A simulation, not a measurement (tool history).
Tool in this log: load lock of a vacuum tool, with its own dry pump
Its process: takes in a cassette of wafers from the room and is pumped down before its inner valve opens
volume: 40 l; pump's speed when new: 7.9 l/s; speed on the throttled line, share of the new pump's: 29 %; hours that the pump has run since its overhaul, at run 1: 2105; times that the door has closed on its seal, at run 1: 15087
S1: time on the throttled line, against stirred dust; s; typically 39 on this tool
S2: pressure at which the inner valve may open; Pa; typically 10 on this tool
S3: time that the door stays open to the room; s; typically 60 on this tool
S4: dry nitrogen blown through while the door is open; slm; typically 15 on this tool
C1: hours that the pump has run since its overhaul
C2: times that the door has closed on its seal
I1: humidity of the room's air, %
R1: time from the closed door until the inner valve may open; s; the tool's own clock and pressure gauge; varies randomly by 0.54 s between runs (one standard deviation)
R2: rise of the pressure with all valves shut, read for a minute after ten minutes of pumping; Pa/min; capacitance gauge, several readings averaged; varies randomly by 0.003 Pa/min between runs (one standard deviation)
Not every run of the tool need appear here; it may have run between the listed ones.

run 1 hour=0.0 | S1=39 S2=10 S3=60 S4=15 | C1=2105 C2=15087 | I1=43.7 | R1=74.4 R2=0.058
run 2 hour=206.9 | S1=39 S2=10 S3=60 S4=15 | C1=2312 C2=15544 | I1=46.3 | R1=74.8 R2=0.055
run 3 hour=470.8 | S1=39 S2=10 S3=60 S4=15 | C1=2576 C2=16128 | I1=47.9 | R1=74.2 R2=0.056
run 4 hour=707.3 | S1=39 S2=10 S3=29 S4=15 | C1=2812 C2=16650 | I1=44.5 | R1=74.4 R2=0.048
run 5 hour=1045.7 | S1=39 S2=10 S3=29 S4=15 | C1=3151 C2=17398 | I1=44.5 | R1=75.4 R2=0.049
run 6 hour=1423.7 | S1=39 S2=11 S3=60 S4=15 | C1=3529 C2=18234 | I1=44.5 | R1=73.6 R2=0.057
run 7 hour=1743.6 | S1=39 S2=11 S3=60 S4=15 | C1=3849 C2=18941 | I1=43.8 | R1=75.2 R2=0.060
run 8 hour=1942.4 | S1=39 S2=11 S3=60 S4=15 | C1=4047 C2=19380 | I1=43.3 | R1=75.7 R2=0.061
run 9 hour=2192.7 | S1=39 S2=11 S3=60 S4=15 | C1=4298 C2=19934 | I1=50.0 | R1=74.8 R2=0.066
run 10 hour=2513.0 | S1=39 S2=11 S3=60 S4=15 | C1=4618 C2=20641 | I1=40.8 | R1=74.9 R2=0.066
run 11 hour=2717.5 | S1=39 S2=11 S3=60 S4=15 | C1=4823 C2=21094 | I1=46.5 | R1=75.7 R2=0.068
run 12 hour=2976.4 | S1=39 S2=11 S3=60 S4=15 | C1=5081 C2=21666 | I1=48.2 | R1=76.0 R2=0.071
run 13 hour=3295.7 | S1=28 S2=10 S3=60 S4=5 | C1=5401 C2=22372 | I1=46.4 | R1=69.3 R2=0.077
run 14 hour=3460.3 | S1=59 S2=10 S3=60 S4=5 | C1=5565 C2=22735 | I1=42.7 | R1=89.7 R2=0.082
run 15 hour=3744.3 | S1=32 S2=10 S3=52 S4=15 | C1=5849 C2=23363 | I1=45.9 | R1=71.0 R2=0.071
run 16 hour=4064.2 | S1=39 S2=12 S3=142 S4=8 | C1=6169 C2=24070 | I1=41.8 | R1=74.4 R2=0.099
run 17 hour=4228.4 | S1=64 S2=13 S3=165 S4=15 | C1=6333 C2=24433 | I1=43.4 | R1=92.1 R2=0.098
run 18 hour=4412.0 | S1=36 S2=13 S3=30 S4=15 | C1=6517 C2=24839 | I1=42.5 | R1=72.1 R2=0.065
run 19 hour=4678.4 | S1=36 S2=13 S3=30 S4=15 | C1=6783 C2=25428 | I1=43.3 | R1=73.7 R2=0.076
run 20 hour=5023.5 | S1=41 S2=11 S3=56 S4=22 | C1=7129 C2=26191 | I1=45.3 | R1=77.8 R2=0.083
run 21 hour=5372.5 | S1=41 S2=11 S3=56 S4=22 | C1=7478 C2=26962 | I1=44.7 | R1=77.6 R2=0.077
run 22 hour=5583.3 | S1=23 S2=14 S3=73 S4=8 | C1=7688 C2=27428 | I1=44.0 | R1=63.9 R2=0.100
run 23 hour=5787.1 | S1=23 S2=14 S3=73 S4=8 | C1=7892 C2=27878 | I1=45.8 | R1=65.2 R2=0.088

Alternative continuations, all from the tool just after run 23; predict every row:
run A hour=5972.8 | S1=60 S2=16 S3=201 S4=15 | C1=8078 C2=28289 | I1=44.6 | R1=? R2=?
run B hour=5972.8 | S1=27 S2=14 S3=78 S4=15 | C1=8078 C2=28289 | I1=43.4 | R1=? R2=?
run C hour=5972.8 | S1=39 S2=10 S3=60 S4=32 | C1=8078 C2=28289 | I1=44.9 | R1=? R2=?
run D hour=5972.8 | S1=35 S2=14 S3=73 S4=8 | C1=8078 C2=28289 | I1=44.3 | R1=? R2=?
run E hour=5972.8 | S1=47 S2=10 S3=60 S4=37 | C1=8078 C2=28289 | I1=46.1 | R1=? R2=?

run=A R1=89.4 R2=0.125
run=B R1=66.8 R2=0.094
run=C R1=77.0 R2=0.083
run=D R1=72.8 R2=0.088
run=E R1=83.5 R2=0.083
What these runs would have given with no unlogged condition in the tool:
run=A R1=87.3 R2=0.058
run=B R1=64.0 R2=0.027
run=C R1=74.4 R2=0.016
run=D R1=70.2 R2=0.021
run=E R1=81.0 R2=0.015
